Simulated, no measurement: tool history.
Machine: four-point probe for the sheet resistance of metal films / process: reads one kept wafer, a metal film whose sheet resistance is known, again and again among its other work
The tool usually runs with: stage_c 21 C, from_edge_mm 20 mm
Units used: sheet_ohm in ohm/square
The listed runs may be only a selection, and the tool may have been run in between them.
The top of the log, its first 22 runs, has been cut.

{"run": 23, "day": 51.429, "stage_c": 22, "from_edge_mm": 20, "sheet_ohm": 0.049924}
{"run": 24, "day": 54.3, "stage_c": 21, "from_edge_mm": 10, "sheet_ohm": 0.050272}
{"run": 25, "day": 55.771, "stage_c": 22, "from_edge_mm": 46, "sheet_ohm": 0.049808}
{"run": 26, "day": 58.008, "stage_c": 21, "from_edge_mm": 4, "sheet_ohm": 0.052404}
{"run": 27, "day": 59.833, "stage_c": 21, "from_edge_mm": 4, "sheet_ohm": 0.052394}
{"run": 28, "day": 62.317, "stage_c": 20, "from_edge_mm": 20, "sheet_ohm": 0.049955}
{"run": 29, "day": 64.425, "stage_c": 20, "from_edge_mm": 20, "sheet_ohm": 0.049931}
{"run": 30, "day": 67.158, "stage_c": 21, "from_edge_mm": 3, "sheet_ohm": 0.054187}
{"run": 31, "day": 70.121, "stage_c": 21, "from_edge_mm": 3, "sheet_ohm": 0.05417}
{"run": 32, "day": 72.854, "stage_c": 23, "from_edge_mm": 20, "sheet_ohm": 0.049905}
{"run": 33, "day": 74.758, "stage_c": 23, "from_edge_mm": 20, "sheet_ohm": 0.049918}
{"run": 34, "day": 77.329, "stage_c": 23, "from_edge_mm": 20, "sheet_ohm": 0.049918}
{"run": 35, "day": 78.804, "stage_c": 23, "from_edge_mm": 20, "sheet_ohm": 0.049933}
{"run": 36, "day": 81.725, "stage_c": 23, "from_edge_mm": 20, "sheet_ohm": 0.049915}

Alternative continuations, all from the tool just after run 36; predict every row:
{"run": "A", "day": 84.004, "stage_c": 20, "from_edge_mm": 20, "sheet_ohm": "?"}
{"run": "B", "day": 84.004, "stage_c": 25, "from_edge_mm": 20, "sheet_ohm": "?"}
{"run": "C", "day": 84.004, "stage_c": 23, "from_edge_mm": 57, "sheet_ohm": "?"}

run=A sheet_ohm=0.049966
run=B sheet_ohm=0.049887
run=C sheet_ohm=0.049819
Take away the tool's hidden state, keep each run's random variation, and the runs would have read:
run=A sheet_ohm=0.049966
run=B sheet_ohm=0.049887
run=C sheet_ohm=0.049819
